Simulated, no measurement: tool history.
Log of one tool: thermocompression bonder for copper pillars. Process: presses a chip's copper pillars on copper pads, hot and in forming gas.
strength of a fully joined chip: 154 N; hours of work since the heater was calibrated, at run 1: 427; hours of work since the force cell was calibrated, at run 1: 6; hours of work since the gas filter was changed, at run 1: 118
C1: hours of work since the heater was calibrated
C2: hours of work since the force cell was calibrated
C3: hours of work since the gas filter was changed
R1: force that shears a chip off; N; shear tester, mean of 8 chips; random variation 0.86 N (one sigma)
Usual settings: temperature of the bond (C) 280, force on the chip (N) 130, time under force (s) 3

run 1 hour=0 | temperature_of_the_bond_(C)=280 force_on_the_chip_(N)=130 time_under_force_(s)=3 | C1=427 C2=6 C3=118 | R1=81.5
run 2 hour=15.4 | temperature_of_the_bond_(C)=280 force_on_the_chip_(N)=130 time_under_force_(s)=3 | C1=434 C2=13 C3=125 | R1=82.9
run 3 hour=28.6 | temperature_of_the_bond_(C)=280 force_on_the_chip_(N)=130 time_under_force_(s)=3 | C1=440 C2=18 C3=130 | R1=82.3
run 4 hour=43.6 | temperature_of_the_bond_(C)=280 force_on_the_chip_(N)=130 time_under_force_(s)=3 | C1=447 C2=25 C3=137 | R1=81.8
run 5 hour=56.9 | temperature_of_the_bond_(C)=280 force_on_the_chip_(N)=130 time_under_force_(s)=3 | C1=452 C2=31 C3=143 | R1=80.6
run 6 hour=63.9 | temperature_of_the_bond_(C)=280 force_on_the_chip_(N)=130 time_under_force_(s)=3 | C1=455 C2=34 C3=146 | R1=80.8
run 7 hour=77.8 | temperature_of_the_bond_(C)=280 force_on_the_chip_(N)=130 time_under_force_(s)=3 | C1=462 C2=40 C3=152 | R1=82.6
run 8 hour=92.3 | temperature_of_the_bond_(C)=280 force_on_the_chip_(N)=130 time_under_force_(s)=3 | C1=468 C2=46 C3=158 | R1=83.2
run 9 hour=100.5 | temperature_of_the_bond_(C)=280 force_on_the_chip_(N)=147 time_under_force_(s)=3 | C1=471 C2=50 C3=162 | R1=89
run 10 hour=107.7 | temperature_of_the_bond_(C)=280 force_on_the_chip_(N)=147 time_under_force_(s)=3 | C1=475 C2=53 C3=165 | R1=86.1
-- hour=118.7 forming gas filter changed
run 11 hour=119 | temperature_of_the_bond_(C)=280 force_on_the_chip_(N)=147 time_under_force_(s)=3 | C1=479 C2=58 C3=0 | R1=91.9
run 12 hour=128.4 | temperature_of_the_bond_(C)=280 force_on_the_chip_(N)=165 time_under_force_(s)=3 | C1=483 C2=62 C3=4 | R1=97.9
run 13 hour=141.4 | temperature_of_the_bond_(C)=280 force_on_the_chip_(N)=130 time_under_force_(s)=3 | C1=489 C2=68 C3=10 | R1=86.7
run 14 hour=154.7 | temperature_of_the_bond_(C)=280 force_on_the_chip_(N)=130 time_under_force_(s)=2 | C1=495 C2=73 C3=16 | R1=75.5
run 15 hour=165.8 | temperature_of_the_bond_(C)=280 force_on_the_chip_(N)=130 time_under_force_(s)=2 | C1=500 C2=78 C3=21 | R1=74.8
run 16 hour=176.8 | temperature_of_the_bond_(C)=280 force_on_the_chip_(N)=130 time_under_force_(s)=4 | C1=505 C2=83 C3=25 | R1=92.6
run 17 hour=190.1 | temperature_of_the_bond_(C)=260 force_on_the_chip_(N)=130 time_under_force_(s)=3 | C1=510 C2=89 C3=31 | R1=72
run 18 hour=199.1 | temperature_of_the_bond_(C)=260 force_on_the_chip_(N)=130 time_under_force_(s)=3 | C1=514 C2=93 C3=35 | R1=72.6
run 19 hour=207.5 | temperature_of_the_bond_(C)=260 force_on_the_chip_(N)=130 time_under_force_(s)=3 | C1=518 C2=96 C3=39 | R1=71.9
run 20 hour=220.8 | temperature_of_the_bond_(C)=260 force_on_the_chip_(N)=130 time_under_force_(s)=3 | C1=524 C2=102 C3=45 | R1=71.7
run 21 hour=234.9 | temperature_of_the_bond_(C)=260 force_on_the_chip_(N)=130 time_under_force_(s)=3 | C1=530 C2=108 C3=51 | R1=71
run 22 hour=245.9 | temperature_of_the_bond_(C)=260 force_on_the_chip_(N)=130 time_under_force_(s)=3 | C1=535 C2=113 C3=56 | R1=72.2
run 23 hour=258.8 | temperature_of_the_bond_(C)=260 force_on_the_chip_(N)=130 time_under_force_(s)=3 | C1=540 C2=119 C3=61 | R1=72
run 24 hour=268.8 | temperature_of_the_bond_(C)=260 force_on_the_chip_(N)=130 time_under_force_(s)=3 | C1=545 C2=123 C3=66 | R1=70.3
run 25 hour=282.5 | temperature_of_the_bond_(C)=280 force_on_the_chip_(N)=130 time_under_force_(s)=9 | C1=551 C2=129 C3=72 | R1=114.1
run 26 hour=292.4 | temperature_of_the_bond_(C)=284 force_on_the_chip_(N)=101 time_under_force_(s)=3 | C1=555 C2=134 C3=76 | R1=72.3
run 27 hour=304.1 | temperature_of_the_bond_(C)=284 force_on_the_chip_(N)=101 time_under_force_(s)=3 | C1=560 C2=139 C3=81 | R1=73.1
run 28 hour=312.5 | temperature_of_the_bond_(C)=284 force_on_the_chip_(N)=101 time_under_force_(s)=3 | C1=564 C2=142 C3=85 | R1=73.3
run 29 hour=326.5 | temperature_of_the_bond_(C)=284 force_on_the_chip_(N)=101 time_under_force_(s)=8 | C1=570 C2=148 C3=91 | R1=99.4
run 30 hour=340.1 | temperature_of_the_bond_(C)=271 force_on_the_chip_(N)=101 time_under_force_(s)=7 | C1=576 C2=154 C3=97 | R1=85.2
run 31 hour=346.7 | temperature_of_the_bond_(C)=263 force_on_the_chip_(N)=98 time_under_force_(s)=7 | C1=579 C2=157 C3=100 | R1=78.1
run 32 hour=360.9 | temperature_of_the_bond_(C)=278 force_on_the_chip_(N)=130 time_under_force_(s)=5 | C1=585 C2=164 C3=106 | R1=95.4
run 33 hour=373.7 | temperature_of_the_bond_(C)=286 force_on_the_chip_(N)=93 time_under_force_(s)=3 | C1=591 C2=169 C3=112 | R1=69.6
run 34 hour=381 | temperature_of_the_bond_(C)=280 force_on_the_chip_(N)=172 time_under_force_(s)=2 | C1=594 C2=172 C3=115 | R1=85.9
run 35 hour=392.7 | temperature_of_the_bond_(C)=280 force_on_the_chip_(N)=131 time_under_force_(s)=6 | C1=599 C2=177 C3=120 | R1=100.9
run 36 hour=403.8 | temperature_of_the_bond_(C)=308 force_on_the_chip_(N)=143 time_under_force_(s)=2 | C1=604 C2=182 C3=125 | R1=91.6
run 37 hour=412.9 | temperature_of_the_bond_(C)=262 force_on_the_chip_(N)=130 time_under_force_(s)=3 | C1=608 C2=186 C3=129 | R1=70.7
run 38 hour=419.6 | temperature_of_the_bond_(C)=251 force_on_the_chip_(N)=130 time_under_force_(s)=7 | C1=611 C2=189 C3=132 | R1=84.5
run 39 hour=428.1 | temperature_of_the_bond_(C)=305 force_on_the_chip_(N)=130 time_under_force_(s)=6 | C1=614 C2=193 C3=135 | R1=117.9
run 40 hour=441 | temperature_of_the_bond_(C)=305 force_on_the_chip_(N)=130 time_under_force_(s)=6 | C1=620 C2=199 C3=141 | R1=115.9

Forecast each of these 3 alternatives for the next run:
run A hour=448.5 | temperature_of_the_bond_(C)=280 force_on_the_chip_(N)=120 time_under_force_(s)=3 | C1=623 C2=202 C3=144 | R1=?
run B hour=448.5 | temperature_of_the_bond_(C)=287 force_on_the_chip_(N)=96 time_under_force_(s)=3 | C1=623 C2=202 C3=144 | R1=?
run C hour=448.5 | temperature_of_the_bond_(C)=303 force_on_the_chip_(N)=177 time_under_force_(s)=4 | C1=623 C2=202 C3=144 | R1=?

run=A R1=76.2
run=B R1=70.7
run=C R1=119.5
Without the tool's hidden state the same runs would have given:
run=A R1=82.1
run=B R1=76.3
run=C R1=127.2

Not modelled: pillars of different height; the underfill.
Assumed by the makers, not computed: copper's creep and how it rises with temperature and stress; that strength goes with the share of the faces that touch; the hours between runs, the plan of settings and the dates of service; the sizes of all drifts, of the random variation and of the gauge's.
